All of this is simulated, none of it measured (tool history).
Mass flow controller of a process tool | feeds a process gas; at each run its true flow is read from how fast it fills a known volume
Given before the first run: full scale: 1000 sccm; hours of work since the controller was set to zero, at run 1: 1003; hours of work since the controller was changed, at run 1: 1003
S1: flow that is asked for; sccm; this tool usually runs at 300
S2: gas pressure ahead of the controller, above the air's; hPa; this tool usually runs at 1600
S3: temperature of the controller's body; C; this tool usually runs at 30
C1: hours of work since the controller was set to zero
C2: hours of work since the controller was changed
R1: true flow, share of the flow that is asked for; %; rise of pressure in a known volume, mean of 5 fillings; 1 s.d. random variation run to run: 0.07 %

run 1 hour=0 | S1=300 S2=1600 S3=30 | C1=1003 C2=1003 | R1=97.81
run 2 hour=56.5 | S1=300 S2=1600 S3=30 | C1=1023 C2=1023 | R1=97.81
run 3 hour=159.2 | S1=300 S2=1600 S3=30 | C1=1058 C2=1058 | R1=97.81
run 4 hour=229.9 | S1=300 S2=1600 S3=30 | C1=1082 C2=1082 | R1=97.91
run 5 hour=295.2 | S1=300 S2=1600 S3=30 | C1=1105 C2=1105 | R1=97.81
run 6 hour=360.2 | S1=300 S2=1600 S3=30 | C1=1127 C2=1127 | R1=97.95
run 7 hour=409.4 | S1=300 S2=1600 S3=30 | C1=1144 C2=1144 | R1=97.85
run 8 hour=472.9 | S1=300 S2=1600 S3=30 | C1=1166 C2=1166 | R1=97.9
run 9 hour=550.3 | S1=300 S2=1600 S3=30 | C1=1193 C2=1193 | R1=98.05
run 10 hour=617.2 | S1=300 S2=1600 S3=30 | C1=1216 C2=1216 | R1=97.9
run 11 hour=684.1 | S1=300 S2=1600 S3=30 | C1=1239 C2=1239 | R1=97.88
run 12 hour=754.4 | S1=300 S2=1600 S3=22 | C1=1263 C2=1263 | R1=98.32
run 13 hour=859.5 | S1=300 S2=1600 S3=22 | C1=1300 C2=1300 | R1=98.42
run 14 hour=903.4 | S1=121 S2=1600 S3=30 | C1=1315 C2=1315 | R1=96.89
run 15 hour=948.4 | S1=121 S2=1600 S3=30 | C1=1330 C2=1330 | R1=96.83
run 16 hour=1054.2 | S1=121 S2=1600 S3=30 | C1=1367 C2=1367 | R1=96.76
run 17 hour=1123.8 | S1=121 S2=1600 S3=30 | C1=1391 C2=1391 | R1=96.79
run 18 hour=1168.9 | S1=300 S2=2130 S3=30 | C1=1407 C2=1407 | R1=98.13
run 19 hour=1232.8 | S1=300 S2=1600 S3=30 | C1=1429 C2=1429 | R1=97.85
run 20 hour=1338.3 | S1=300 S2=1600 S3=30 | C1=1465 C2=1465 | R1=97.84
run 21 hour=1411.9 | S1=300 S2=1600 S3=21 | C1=1491 C2=1491 | R1=98.46
run 22 hour=1516.9 | S1=300 S2=1600 S3=30 | C1=1527 C2=1527 | R1=97.79
run 23 hour=1590.5 | S1=440 S2=1600 S3=30 | C1=1552 C2=1552 | R1=98.4
run 24 hour=1695.8 | S1=440 S2=1600 S3=30 | C1=1589 C2=1589 | R1=98.36
run 25 hour=1766.9 | S1=440 S2=1600 S3=30 | C1=1613 C2=1613 | R1=98.52
run 26 hour=1863.1 | S1=162 S2=1760 S3=21 | C1=1646 C2=1646 | R1=97.75
run 27 hour=1969 | S1=493 S2=2090 S3=30 | C1=1683 C2=1683 | R1=98.79
run 28 hour=2071.7 | S1=493 S2=2090 S3=30 | C1=1718 C2=1718 | R1=98.7
run 29 hour=2155.3 | S1=173 S2=1440 S3=22 | C1=1747 C2=1747 | R1=97.64
run 30 hour=2237.4 | S1=399 S2=1440 S3=30 | C1=1776 C2=1776 | R1=98.14
run 31 hour=2281.1 | S1=399 S2=1440 S3=31 | C1=1791 C2=1791 | R1=98.12
run 32 hour=2362.9 | S1=712 S2=1730 S3=35 | C1=1819 C2=1819 | R1=98.94
run 33 hour=2438.2 | S1=332 S2=1600 S3=38 | C1=1845 C2=1845 | R1=97.53
run 34 hour=2483 | S1=130 S2=2060 S3=28 | C1=1860 C2=1860 | R1=97.28
run 35 hour=2537 | S1=130 S2=2060 S3=28 | C1=1879 C2=1879 | R1=97.25
run 36 hour=2644 | S1=123 S2=1800 S3=34 | C1=1916 C2=1916 | R1=96.52
run 37 hour=2689.8 | S1=971 S2=2610 S3=26 | C1=1932 C2=1932 | R1=100.72
run 38 hour=2747.8 | S1=971 S2=2360 S3=22 | C1=1952 C2=1952 | R1=100.86
run 39 hour=2829.6 | S1=971 S2=2360 S3=22 | C1=1980 C2=1980 | R1=100.81
run 40 hour=2875.6 | S1=213 S2=1900 S3=22 | C1=1996 C2=1996 | R1=98.14
run 41 hour=2950.5 | S1=213 S2=1900 S3=22 | C1=2022 C2=2022 | R1=98.12
run 42 hour=3022.6 | S1=213 S2=1900 S3=22 | C1=2047 C2=2047 | R1=98.24
run 43 hour=3108.9 | S1=300 S2=1600 S3=27 | C1=2076 C2=2076 | R1=98.09
run 44 hour=3159.4 | S1=522 S2=1600 S3=24 | C1=2094 C2=2094 | R1=98.97
run 45 hour=3208.9 | S1=204 S2=1870 S3=30 | C1=2111 C2=2111 | R1=97.61
run 46 hour=3304.8 | S1=300 S2=2520 S3=30 | C1=2144 C2=2144 | R1=98.14
run 47 hour=3383 | S1=300 S2=1610 S3=23 | C1=2171 C2=2171 | R1=98.39
run 48 hour=3485.4 | S1=300 S2=1610 S3=23 | C1=2206 C2=2206 | R1=98.42
run 49 hour=3578.2 | S1=300 S2=1610 S3=23 | C1=2239 C2=2239 | R1=98.37

Here are 3 independent what-if runs from the current tool condition. What would each one return?
run A hour=3650.7 | S1=842 S2=2240 S3=20 | C1=2264 C2=2264 | R1=?
run B hour=3650.7 | S1=773 S2=2550 S3=30 | C1=2264 C2=2264 | R1=?
run C hour=3650.7 | S1=209 S2=2450 S3=22 | C1=2264 C2=2264 | R1=?

run=A R1=100.68
run=B R1=99.83
run=C R1=98.38
Stripped of hidden state, with their random variation kept, the same runs would have yielded:
run=A R1=100.14
run=B R1=99.31
run=C R1=98.48
